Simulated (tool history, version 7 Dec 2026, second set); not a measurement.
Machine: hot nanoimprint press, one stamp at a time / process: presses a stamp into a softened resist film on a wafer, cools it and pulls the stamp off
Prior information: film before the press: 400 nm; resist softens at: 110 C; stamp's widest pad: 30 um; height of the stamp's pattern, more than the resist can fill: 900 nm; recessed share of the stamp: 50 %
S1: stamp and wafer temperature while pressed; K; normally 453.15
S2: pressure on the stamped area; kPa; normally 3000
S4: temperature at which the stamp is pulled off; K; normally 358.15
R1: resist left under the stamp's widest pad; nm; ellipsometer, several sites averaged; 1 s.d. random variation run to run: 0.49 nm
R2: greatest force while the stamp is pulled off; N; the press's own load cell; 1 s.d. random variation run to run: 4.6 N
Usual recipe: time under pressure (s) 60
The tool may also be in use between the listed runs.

Run 1, hour 0: usual settings. Result: R1 152.6 nm, R2 276 N.
Run 2, hour 36.3: usual settings. Result: R1 152.6 nm, R2 289 N.
At hour 60.6: stamp cleaned and given a new release coat.
Run 3, hour 79.7: usual settings but S2 1910 kPa. Result: R1 184.4 nm, R2 218 N.
Run 4, hour 117.5: usual settings but S2 1910 kPa. Result: R1 184.2 nm, R2 224 N.
Run 5, hour 187.8: usual settings. Result: R1 151.4 nm, R2 228 N.
At hour 201.3: plate thermocouple calibrated.
Run 6, hour 255.2: usual settings. Result: R1 158.9 nm, R2 248 N.
Run 7, hour 306.1: usual settings. Result: R1 158.3 nm, R2 255 N.
Run 8, hour 376: usual settings but S1 442.15 K. Result: R1 226.9 nm, R2 265 N.
Run 9, hour 427.7: usual settings but S1 442.15 K. Result: R1 224.8 nm, R2 268 N.
At hour 439.2: press's hydraulic seals changed and the load cell set to zero.
Run 10, hour 508.5: usual settings but S1 442.15 K. Result: R1 218.5 nm, R2 282 N.
Run 11, hour 555.3: usual settings. Result: R1 150.8 nm, R2 276 N.
Run 12, hour 598.9: usual settings. Result: R1 150.2 nm, R2 287 N.
Run 13, hour 651.5: usual settings. Result: R1 150.7 nm, R2 281 N.
At hour 674.8: stamp cleaned and given a new release coat.
Run 14, hour 730.2: usual settings. Result: R1 149.2 nm, R2 236 N.
Run 15, hour 786.5: usual settings but time under pressure (s) 42. Result: R1 172.1 nm, R2 232 N.
At hour 840.4: plate thermocouple calibrated.
Run 16, hour 860.5: usual settings but S1 463.15 K, S2 2450 kPa, time under pressure (s) 79, S4 351.15 K. Result: R1 109.8 nm, R2 287 N.
Run 17, hour 904.3: usual settings but S2 4710 kPa. Result: R1 125.4 nm, R2 252 N.
Run 18, hour 947.8: usual settings but S2 4710 kPa, time under pressure (s) 44, S4 362.15 K. Result: R1 142.6 nm, R2 229 N.
Run 19, hour 1019: usual settings but S1 444.15 K, S2 2020 kPa, S4 360.15 K. Result: R1 243.5 nm, R2 246 N.
Run 20, hour 1060.6: usual settings but S1 444.15 K, S2 2740 kPa, time under pressure (s) 90, S4 360.15 K. Result: R1 187.2 nm, R2 257 N.
Run 21, hour 1113.8: usual settings but S1 451.15 K, S2 3350 kPa, time under pressure (s) 71, S4 357.15 K. Result: R1 146 nm, R2 279 N.
Run 22, hour 1176.1: usual settings but S1 447.15 K, S2 3350 kPa, time under pressure (s) 71, S4 362.15 K. Result: R1 167.1 nm, R2 241 N.
Run 23, hour 1244.4: usual settings but time under pressure (s) 76, S4 346.15 K. Result: R1 138.4 nm, R2 365 N.
At hour 1281.7: stamp cleaned and given a new release coat.
Run 24, hour 1309.6: usual settings but S1 463.15 K, S2 2420 kPa, time under pressure (s) 39, S4 361.15 K. Result: R1 144.4 nm, R2 213 N.
Run 25, hour 1379.7: usual settings but S1 464.15 K, S2 2420 kPa, time under pressure (s) 61, S4 361.15 K. Result: R1 115.2 nm, R2 217 N.
Run 26, hour 1429.2: usual settings but time under pressure (s) 31, S4 365.15 K. Result: R1 193.9 nm, R2 199 N.
At hour 1466.5: plate thermocouple calibrated.
Run 27, hour 1498.4: usual settings but S2 3360 kPa, time under pressure (s) 100, S4 359.15 K. Result: R1 120.5 nm, R2 238 N.
Run 28, hour 1536.2: usual settings but S1 456.15 K, S4 356.15 K. Result: R1 141.7 nm, R2 267 N.
Run 29, hour 1580.9: usual settings but S1 456.15 K, S4 356.15 K. Result: R1 141 nm, R2 267 N.

Forecast each of these 3 alternatives for the next run:
Run A, hour 1617.2: usual settings but S1 456.15 K, time under pressure (s) 89, S4 343.15 K. Result: R1 ?, R2 ?.
Run B, hour 1617.2: usual settings but S1 459.15 K, S2 2760 kPa, S4 347.15 K. Result: R1 ?, R2 ?.
Run C, hour 1617.2: usual settings but S1 456.15 K, S4 362.15 K. Result: R1 ?, R2 ?.

run     R1   R2
  A  119.2  357
  B  132.4  325
  C  140.1  240
Without the tool's hidden state the same runs would have given:
run     R1   R2
  A  118.9  315
  B  132.2  287
  C  139.8  213
